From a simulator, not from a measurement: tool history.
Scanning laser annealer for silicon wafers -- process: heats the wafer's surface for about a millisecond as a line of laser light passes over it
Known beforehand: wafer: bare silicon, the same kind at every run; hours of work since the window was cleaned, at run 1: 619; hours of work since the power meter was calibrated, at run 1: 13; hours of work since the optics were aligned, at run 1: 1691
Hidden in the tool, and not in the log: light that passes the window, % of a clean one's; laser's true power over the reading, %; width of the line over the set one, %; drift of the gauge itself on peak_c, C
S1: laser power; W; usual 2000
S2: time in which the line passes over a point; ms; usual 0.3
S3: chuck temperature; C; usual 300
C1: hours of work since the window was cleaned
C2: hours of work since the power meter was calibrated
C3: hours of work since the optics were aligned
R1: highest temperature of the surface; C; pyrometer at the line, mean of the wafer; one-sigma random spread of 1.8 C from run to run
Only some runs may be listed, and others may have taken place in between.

run,hour,S1,S2,S3,C1,C2,C3,R1
1,0,2000,0.3,300,619,13,1691,981
2,9.8,2000,0.3,300,625,19,1697,984
3,21.2,2000,0.3,300,632,25,1703,979
4,28.8,2000,0.3,300,636,30,1708,982
5,38.6,2000,0.3,300,642,36,1714,981
6,48.6,2000,0.328,300,648,41,1719,1008
7,55.4,2000,0.328,300,652,45,1723,1006
8,64.1,2000,0.328,300,657,51,1729,1004
9,70,2000,0.3,300,660,54,1732,977
10,79,2000,0.3,300,666,59,1737,980
11,90.1,2000,0.317,300,672,66,1744,996
12,99.1,2000,0.3,283,678,71,1749,962
13,107.1,2000,0.3,283,682,76,1754,958
# hour 114.1: optics aligned, line set to its width
14,120.4,2110,0.3,283,687,81,4,1025
15,132.3,2110,0.3,283,694,88,11,1021
16,143.1,2000,0.3,300,700,94,17,990
17,152.1,2000,0.3,300,706,99,22,993
18,159.1,2000,0.3,300,710,103,26,991
19,167.9,2000,0.3,265,715,109,32,956
20,174.9,2000,0.3,265,719,113,36,956
21,185.7,2000,0.3,265,726,119,42,955
22,191.7,2000,0.3,265,729,123,46,955
23,198.8,1843,0.225,265,733,127,50,811
24,208.7,1843,0.225,265,739,133,56,813
25,213.6,1758,0.313,301,742,136,59,895
26,221.9,2000,0.3,325,747,140,63,1013
27,228.4,1829,0.33,325,751,144,67,965
28,238.1,1829,0.33,325,756,150,73,965
29,249.8,2102,0.305,300,763,157,80,1040
30,259.5,2102,0.305,300,769,163,86,1042
31,270,2000,0.3,286,775,169,92,967
32,277.1,1922,0.225,300,779,173,96,873
33,283.9,2197,0.225,333,783,177,100,1016
34,289.5,2197,0.225,333,787,180,103,1014
35,298.9,2197,0.225,333,792,186,109,1018
36,310.4,1995,0.263,311,799,193,116,955
37,318.5,1750,0.234,273,804,197,120,791
38,328.3,1750,0.243,273,809,203,126,799
39,335.7,1807,0.342,273,814,207,130,908
40,342.1,2124,0.236,313,818,211,134,978
41,348.3,2118,0.3,261,821,215,138,997

3 ways to go on from here, each from the tool as it stands after run 41. What would each give?
A,356.9,2035,0.375,317,826,220,143,?
B,356.9,2148,0.221,261,826,220,143,?
C,356.9,2039,0.3,300,826,220,143,?

run,R1
A,1088
B,917
C,999
Take away the tool's hidden state, keep each run's random variation, and the runs would have read:
run,R1
A,1147
B,967
C,1052

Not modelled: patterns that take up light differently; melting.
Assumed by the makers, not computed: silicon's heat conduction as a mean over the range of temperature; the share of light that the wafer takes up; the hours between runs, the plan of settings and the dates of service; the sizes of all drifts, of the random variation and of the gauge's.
